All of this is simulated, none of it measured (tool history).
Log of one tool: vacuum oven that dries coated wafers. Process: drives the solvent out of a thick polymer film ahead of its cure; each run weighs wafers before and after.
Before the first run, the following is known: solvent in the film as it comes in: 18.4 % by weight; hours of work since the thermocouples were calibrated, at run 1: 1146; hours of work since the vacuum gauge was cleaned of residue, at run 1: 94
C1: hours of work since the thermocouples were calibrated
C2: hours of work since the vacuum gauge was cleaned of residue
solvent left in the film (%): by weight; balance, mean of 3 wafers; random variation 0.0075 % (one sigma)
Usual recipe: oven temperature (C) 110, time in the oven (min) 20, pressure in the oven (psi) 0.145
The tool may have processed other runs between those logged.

{"run": 1, "hour": 0.0, "oven temperature (C)": 110, "time in the oven (min)": 20, "pressure in the oven (psi)": 0.145, "C1": 1146, "C2": 94, "solvent left in the film (%)": 1.423}
{"run": 2, "hour": 39.7, "oven temperature (C)": 110, "time in the oven (min)": 20, "pressure in the oven (psi)": 0.145, "C1": 1177, "C2": 124, "solvent left in the film (%)": 1.414}
{"run": 3, "hour": 80.1, "oven temperature (C)": 110, "time in the oven (min)": 20, "pressure in the oven (psi)": 0.155, "C1": 1208, "C2": 156, "solvent left in the film (%)": 1.458}
{"run": 4, "hour": 116.1, "oven temperature (C)": 110, "time in the oven (min)": 20, "pressure in the oven (psi)": 0.196, "C1": 1236, "C2": 183, "solvent left in the film (%)": 1.587}
{"run": 5, "hour": 139.7, "oven temperature (C)": 110, "time in the oven (min)": 20, "pressure in the oven (psi)": 0.145, "C1": 1254, "C2": 202, "solvent left in the film (%)": 1.411}
{"run": 6, "hour": 174.4, "oven temperature (C)": 110, "time in the oven (min)": 20, "pressure in the oven (psi)": 0.145, "C1": 1281, "C2": 228, "solvent left in the film (%)": 1.431}
{"run": 7, "hour": 201.7, "oven temperature (C)": 110, "time in the oven (min)": 27, "pressure in the oven (psi)": 0.145, "C1": 1302, "C2": 249, "solvent left in the film (%)": 0.855}
{"run": 8, "hour": 229.5, "oven temperature (C)": 110, "time in the oven (min)": 27, "pressure in the oven (psi)": 0.145, "C1": 1324, "C2": 271, "solvent left in the film (%)": 0.867}
{"run": 9, "hour": 254.7, "oven temperature (C)": 110, "time in the oven (min)": 27, "pressure in the oven (psi)": 0.145, "C1": 1343, "C2": 290, "solvent left in the film (%)": 0.862}
{"run": 10, "hour": 282.1, "oven temperature (C)": 100, "time in the oven (min)": 20, "pressure in the oven (psi)": 0.145, "C1": 1364, "C2": 311, "solvent left in the film (%)": 3.871}
{"run": 11, "hour": 299.1, "oven temperature (C)": 103, "time in the oven (min)": 20, "pressure in the oven (psi)": 0.145, "C1": 1377, "C2": 325, "solvent left in the film (%)": 2.971}
{"run": 12, "hour": 336.1, "oven temperature (C)": 103, "time in the oven (min)": 20, "pressure in the oven (psi)": 0.145, "C1": 1406, "C2": 353, "solvent left in the film (%)": 2.979}
{"run": 13, "hour": 368.1, "oven temperature (C)": 110, "time in the oven (min)": 20, "pressure in the oven (psi)": 0.196, "C1": 1431, "C2": 378, "solvent left in the film (%)": 1.592}
{"run": 14, "hour": 394.4, "oven temperature (C)": 120, "time in the oven (min)": 20, "pressure in the oven (psi)": 0.453, "C1": 1451, "C2": 398, "solvent left in the film (%)": 1.265}
{"run": 15, "hour": 414.0, "oven temperature (C)": 110, "time in the oven (min)": 27, "pressure in the oven (psi)": 0.223, "C1": 1466, "C2": 413, "solvent left in the film (%)": 1.146}
{"run": 16, "hour": 435.7, "oven temperature (C)": 110, "time in the oven (min)": 27, "pressure in the oven (psi)": 0.223, "C1": 1483, "C2": 430, "solvent left in the film (%)": 1.141}
{"run": 17, "hour": 454.5, "oven temperature (C)": 110, "time in the oven (min)": 20, "pressure in the oven (psi)": 0.174, "C1": 1497, "C2": 445, "solvent left in the film (%)": 1.511}
{"run": 18, "hour": 484.4, "oven temperature (C)": 116, "time in the oven (min)": 20, "pressure in the oven (psi)": 0.174, "C1": 1520, "C2": 468, "solvent left in the film (%)": 0.794}
{"hour": 507.0, "done": "oven's thermocouples calibrated"}
{"run": 19, "hour": 514.0, "oven temperature (C)": 116, "time in the oven (min)": 20, "pressure in the oven (psi)": 0.174, "C1": 5, "C2": 489, "solvent left in the film (%)": 0.801}
{"run": 20, "hour": 537.1, "oven temperature (C)": 107, "time in the oven (min)": 20, "pressure in the oven (psi)": 0.476, "C1": 23, "C2": 507, "solvent left in the film (%)": 3.203}
{"run": 21, "hour": 575.2, "oven temperature (C)": 105, "time in the oven (min)": 23, "pressure in the oven (psi)": 0.126, "C1": 53, "C2": 536, "solvent left in the film (%)": 1.889}
{"run": 22, "hour": 615.4, "oven temperature (C)": 110, "time in the oven (min)": 20, "pressure in the oven (psi)": 0.392, "C1": 84, "C2": 567, "solvent left in the film (%)": 2.271}
{"run": 23, "hour": 640.7, "oven temperature (C)": 102, "time in the oven (min)": 32, "pressure in the oven (psi)": 0.158, "C1": 103, "C2": 587, "solvent left in the film (%)": 1.66}
{"run": 24, "hour": 662.8, "oven temperature (C)": 102, "time in the oven (min)": 32, "pressure in the oven (psi)": 0.158, "C1": 120, "C2": 604, "solvent left in the film (%)": 1.649}
{"run": 25, "hour": 686.2, "oven temperature (C)": 102, "time in the oven (min)": 25, "pressure in the oven (psi)": 0.158, "C1": 138, "C2": 622, "solvent left in the film (%)": 2.408}

Below are 5 alternative next runs, each starting from the tool's condition after run 25. Predict each:
{"run": "A", "hour": 725.9, "oven temperature (C)": 104, "time in the oven (min)": 25, "pressure in the oven (psi)": 0.075, "C1": 169, "C2": 653, "solvent left in the film (%)": "?"}
{"run": "B", "hour": 725.9, "oven temperature (C)": 96, "time in the oven (min)": 20, "pressure in the oven (psi)": 0.468, "C1": 169, "C2": 653, "solvent left in the film (%)": "?"}
{"run": "C", "hour": 725.9, "oven temperature (C)": 102, "time in the oven (min)": 33, "pressure in the oven (psi)": 0.115, "C1": 169, "C2": 653, "solvent left in the film (%)": "?"}
{"run": "D", "hour": 725.9, "oven temperature (C)": 100, "time in the oven (min)": 25, "pressure in the oven (psi)": 0.396, "C1": 169, "C2": 653, "solvent left in the film (%)": "?"}
{"run": "E", "hour": 725.9, "oven temperature (C)": 102, "time in the oven (min)": 15, "pressure in the oven (psi)": 0.099, "C1": 169, "C2": 653, "solvent left in the film (%)": "?"}

run=A solvent_left_in_the_film_(%)=1.631
run=B solvent_left_in_the_film_(%)=6.645
run=C solvent_left_in_the_film_(%)=1.393
run=D solvent_left_in_the_film_(%)=4.014
run=E solvent_left_in_the_film_(%)=4.466
Without the tool's hidden state the same runs would have given:
run=A solvent_left_in_the_film_(%)=1.632
run=B solvent_left_in_the_film_(%)=6.647
run=C solvent_left_in_the_film_(%)=1.394
run=D solvent_left_in_the_film_(%)=4.015
run=E solvent_left_in_the_film_(%)=4.468

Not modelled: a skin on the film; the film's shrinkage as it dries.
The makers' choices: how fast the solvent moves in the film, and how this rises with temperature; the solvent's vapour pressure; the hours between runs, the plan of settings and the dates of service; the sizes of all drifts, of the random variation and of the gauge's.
